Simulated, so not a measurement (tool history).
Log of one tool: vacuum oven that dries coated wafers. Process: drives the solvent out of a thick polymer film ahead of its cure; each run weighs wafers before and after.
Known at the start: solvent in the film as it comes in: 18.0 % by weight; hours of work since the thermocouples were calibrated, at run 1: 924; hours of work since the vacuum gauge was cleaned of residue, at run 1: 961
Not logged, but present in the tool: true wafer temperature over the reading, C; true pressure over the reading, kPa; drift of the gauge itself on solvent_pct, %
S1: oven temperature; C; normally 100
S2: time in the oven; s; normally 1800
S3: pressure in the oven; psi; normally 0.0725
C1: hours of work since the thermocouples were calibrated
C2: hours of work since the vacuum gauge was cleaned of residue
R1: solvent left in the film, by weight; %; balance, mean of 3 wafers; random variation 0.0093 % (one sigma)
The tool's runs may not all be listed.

run,hour,S1,S2,S3,C1,C2,R1
1,0,100,1800,0.0725,924,961,0.708
2,23.3,100,1800,0.0725,939,977,0.698
3,50.2,100,1800,0.0725,957,995,0.717
4,79.4,100,1800,0.0725,977,1015,0.731
5,101.1,115,1800,0.0725,992,1030,0.254
6,123.9,115,1800,0.0725,1007,1045,0.257
# hour 139.5: vacuum gauge cleaned of residue and calibrated
7,166.8,100,1800,0.0725,1035,18,0.628
8,195.4,100,1800,0.0725,1054,38,0.63
9,234.6,100,1800,0.0725,1081,64,0.631
# hour 249.3: oven's thermocouples calibrated
10,258.7,100,1800,0.0725,6,79,0.819
11,289.5,100,1800,0.0725,27,100,0.793
12,314.2,100,1800,0.0725,44,116,0.819
13,346.3,100,1800,0.0725,65,138,0.789
14,373.2,100,1800,0.0703,83,156,0.778
15,409.1,100,1800,0.0703,108,180,0.789
16,450.5,100,1800,0.0703,136,208,0.775
17,479.9,100,1860,0.0703,155,228,0.727
18,506.5,100,1800,0.0725,173,246,0.765
19,547.9,100,1800,0.0725,201,274,0.779
20,576.3,100,1800,0.0725,220,293,0.795
21,600,100,1800,0.1971,236,309,1.389
22,628.1,100,1800,0.1971,255,328,1.365
23,646,100,1800,0.0725,267,340,0.78
24,663,100,1800,0.0725,279,351,0.787
25,685.3,104,1800,0.2184,294,366,1.09
26,707.7,100,1260,0.0743,309,382,1.547
27,733.8,88,2700,0.0725,327,399,1.988
28,752.6,88,2700,0.0725,339,412,1.98
29,778.1,97,2940,0.0943,356,429,0.683
30,814.5,90,2940,0.1011,381,454,1.523
31,835.1,100,1800,0.0991,395,467,0.897
32,866.6,111,2880,0.161,416,489,0.567
33,883.6,111,2880,0.161,427,500,0.552
34,922.1,99,1260,0.2567,453,526,2.611
35,950.5,87,1320,0.0583,473,545,5.363
36,992.5,111,1980,0.0966,501,574,0.352
37,1014.9,111,900,0.2376,516,589,1.139
38,1035.5,111,900,0.2376,530,603,1.116
39,1070.6,110,1740,0.0589,554,626,0.23
40,1097.5,110,1740,0.0589,572,644,0.255
41,1133.7,110,1740,0.0589,596,669,0.269
42,1150.9,110,1740,0.0589,608,680,0.242
43,1173.8,110,1860,0.0589,623,696,0.272
44,1194.2,104,1200,0.0589,637,709,0.866
45,1213.9,102,1500,0.0589,650,723,0.729
46,1253.5,102,1500,0.0589,677,749,0.727
47,1271.4,107,960,0.0703,689,762,0.917

Alternative continuations, all from the tool just after run 47; predict every row:
A,1295.1,93,1440,0.1743,705,778,?
B,1295.1,100,2640,0.0674,705,778,?
C,1295.1,100,2100,0.0725,705,778,?
D,1295.1,88,2520,0.126,705,778,?

run,R1
A,3.319
B,0.432
C,0.584
D,2.485
Without the tool's hidden state the same runs would have given:
run,R1
A,3.672
B,0.429
C,0.626
D,2.768
